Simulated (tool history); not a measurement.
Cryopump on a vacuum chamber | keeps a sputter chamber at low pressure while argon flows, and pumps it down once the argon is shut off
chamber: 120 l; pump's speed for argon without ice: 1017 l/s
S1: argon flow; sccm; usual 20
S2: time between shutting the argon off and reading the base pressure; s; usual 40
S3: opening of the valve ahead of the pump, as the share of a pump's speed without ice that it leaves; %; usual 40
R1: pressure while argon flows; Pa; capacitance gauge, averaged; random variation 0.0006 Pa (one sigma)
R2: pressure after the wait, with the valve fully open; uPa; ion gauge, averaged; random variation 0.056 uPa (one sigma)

run	hour	S1	S2	S3	R1	R2
1	0	20	40	40	0.0882	4.87
2	14.3	29	40	40	0.129	5
3	29.3	20	50	40	0.0892	4.35
4	41	17	40	40	0.077	4.97
5	57.5	17	40	40	0.0772	5.11
6	66.7	12	40	40	0.0548	5.19
7	83.3	12	40	40	0.0548	4.93
8	91.7	12	40	40	0.0548	5.12
9	103.1	20	40	40	0.0921	5.19
10	114.5	20	40	40	0.0931	5.19
11	128.6	20	40	40	0.0932	5.19
12	139.6	10	40	40	0.0461	5.19
13	156.7	10	40	40	0.047	5.48
14	171.9	10	40	40	0.0473	5.3
15	180.1	10	40	40	0.0482	5.33
16	197.2	20	40	40	0.0956	5.46
17	212	30	33	16	0.329	6.04
18	223.5	25	108	24	0.1909	3.43
19	231.1	25	108	24	0.1896	3.56
20	239.6	25	108	24	0.1901	3.6
21	253.1	25	105	52	0.0987	3.62
22	266.1	20	40	29	0.1304	5.56
23	277.9	11	40	24	0.0844	5.77
24	290.6	12	40	40	0.0594	5.77
25	302.5	12	40	40	0.0598	5.63
26	312	12	40	40	0.0605	5.61
27	320	12	40	40	0.0602	5.8
# hour 327.3: pump warmed up, emptied and cooled again
28	342.2	12	40	40	0.0501	4.87
29	354.1	12	40	26	0.0778	5.07
30	371	12	40	26	0.0777	4.95
31	388	28	190	39	0.1212	2.53

4 ways to go on from here, each from the tool as it stands after run 31. What would each give?
A	395.3	28	28	52	?	?
B	395.3	26	108	17	?	?
C	395.3	28	28	39	?	?
D	395.3	20	30	38	?	?

run	R1	R2
A	0.0927	6.5
B	0.2574	3.01
C	0.1217	6.25
D	0.0898	6.1
Without the tool's hidden state the same runs would have given:
run	R1	R2
A	0.0899	4.91
B	0.2548	1.46
C	0.1189	4.72
D	0.0878	4.54
